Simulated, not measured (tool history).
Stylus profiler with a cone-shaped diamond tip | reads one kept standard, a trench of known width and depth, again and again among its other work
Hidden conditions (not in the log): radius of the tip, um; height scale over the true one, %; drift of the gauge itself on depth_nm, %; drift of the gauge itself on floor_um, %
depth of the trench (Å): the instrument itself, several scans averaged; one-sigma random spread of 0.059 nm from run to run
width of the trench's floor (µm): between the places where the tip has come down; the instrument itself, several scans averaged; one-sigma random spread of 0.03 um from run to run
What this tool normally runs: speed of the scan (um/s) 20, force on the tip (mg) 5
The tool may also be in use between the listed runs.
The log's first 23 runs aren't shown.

run	hour	speed of the scan (um/s)	force on the tip (mg)	scans with this tip	hours of work since the height scale was calibrated	depth of the trench (Å)	width of the trench's floor (µm)
24	715.3	20	2.15	2212	213	5053.2	26.64
25	737.7	27	3.84	2333	224	5078.4	26.61
26	768.6	10	7.61	2501	240	5123.1	26.62
27	800.7	11	3.53	2676	257	5073.3	26.54
28	818.5	38	7.19	2773	267	5118.3	26.56
29	857.3	13	8.09	2984	287	5129.6	26.51
30	894.2	20	14.02	3184	306	5187.5	26.42
31	924.2	40	2.74	3347	322	5063.3	26.27
32	968	5	2.06	3585	345	5053.4	26.34
# hour 972.1: height scale calibrated on a step standard
33	1002.8	59	4.14	3772	16	5083.5	26.2
34	1033.7	9	11.69	3940	32	5166.4	26.31
35	1070.8	9	11.69	4141	52	5166.3	26.18
36	1114.3	9	11.69	4378	74	5167.1	26.19
37	1144.4	7	12.07	4541	90	5171	26.12
38	1168.5	12	1.76	4673	103	5049.7	26.08
39	1195.4	12	1.76	4818	117	5048.7	26.03
# hour 1215.5: height scale calibrated on a step standard, once more
40	1216.4	49	3.65	4930	0	5074.7	25.97
41	1244	49	5.38	5080	15	5097.6	25.95
42	1262.9	6	2.24	5183	25	5054.3	26.03
43	1301.3	6	2.24	5392	45	5054.1	25.91
44	1332.3	6	2.24	5560	61	5054.7	25.95
45	1359.7	6	2.24	5709	75	5054	25.89

Forecast each of these 4 alternatives for the next run:
A	1398.2	58	3.1	5918	95	?	?
B	1398.2	20	2.81	5918	95	?	?
C	1398.2	10	2.13	5918	95	?	?
D	1398.2	17	5	5918	95	?	?

run	depth of the trench (Å)	width of the trench's floor (µm)
A	5068.9	25.73
B	5063.3	25.87
C	5053.1	25.87
D	5093.5	25.87
Take away the tool's hidden state, keep each run's random variation, and the runs would have read:
run	depth of the trench (Å)	width of the trench's floor (µm)
A	5068.6	27.2
B	5063	27.34
C	5052.8	27.34
D	5093.2	27.34
